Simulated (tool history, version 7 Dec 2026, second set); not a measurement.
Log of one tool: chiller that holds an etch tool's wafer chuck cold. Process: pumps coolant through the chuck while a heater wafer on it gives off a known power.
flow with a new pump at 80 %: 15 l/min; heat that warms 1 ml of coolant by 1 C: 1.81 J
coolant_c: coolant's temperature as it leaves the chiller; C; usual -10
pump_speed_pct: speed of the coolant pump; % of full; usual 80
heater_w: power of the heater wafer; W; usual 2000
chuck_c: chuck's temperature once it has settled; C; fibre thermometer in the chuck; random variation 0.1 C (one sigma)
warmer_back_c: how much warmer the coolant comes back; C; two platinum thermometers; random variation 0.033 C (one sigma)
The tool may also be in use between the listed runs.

run	hour	coolant_c	pump_speed_pct	heater_w	chuck_c	warmer_back_c
1	0.0	-10	80	2000	14.3	4.53
2	135.7	-9	80	2000	15.6	4.59
3	254.6	-9	80	2000	15.7	4.60
4	427.8	-10	80	2588	22.0	5.93
# hour 531.7: coolant changed, channels flushed
5	545.5	-10	80	2000	12.0	4.59
6	724.0	-10	80	2000	12.0	4.56
# hour 736.0: chiller's thermometer calibrated
7	888.8	-10	80	2000	11.9	4.59
8	1071.2	-10	80	2000	12.0	4.65
# hour 1225.2: chiller's thermometer calibrated, once more
9	1237.7	-10	80	1610	7.9	3.72
10	1462.3	-10	80	2000	12.5	4.63
11	1697.2	-10	80	2000	12.4	4.67
12	1848.3	-19	80	1758	0.7	4.04
13	1944.7	-3	100	1171	8.3	2.14
14	2085.1	-10	62	1158	5.6	3.47
15	2229.8	-19	90	2041	2.1	4.15
16	2336.7	-19	90	2041	2.3	4.19
17	2487.7	-20	90	2041	1.2	4.22
18	2672.3	-2	80	1561	15.7	3.61
19	2790.2	-2	80	2055	21.6	4.78

5 ways to go on from here, each from the tool as it stands after run 19. What would each give?
A	2925.9	-16	80	2522	?	?
B	2925.9	-14	80	2069	?	?
C	2925.9	-9	80	2230	?	?
D	2925.9	-2	80	2360	?	?
E	2925.9	-17	72	1939	?	?

run	chuck_c	warmer_back_c
A	12.9	5.86
B	9.7	4.84
C	16.5	5.21
D	25.1	5.48
E	7.0	5.09
Without the tool's hidden state the same runs would have given:
run	chuck_c	warmer_back_c
A	10.7	5.55
B	8.0	4.58
C	14.6	4.94
D	23.1	5.19
E	5.2	4.82
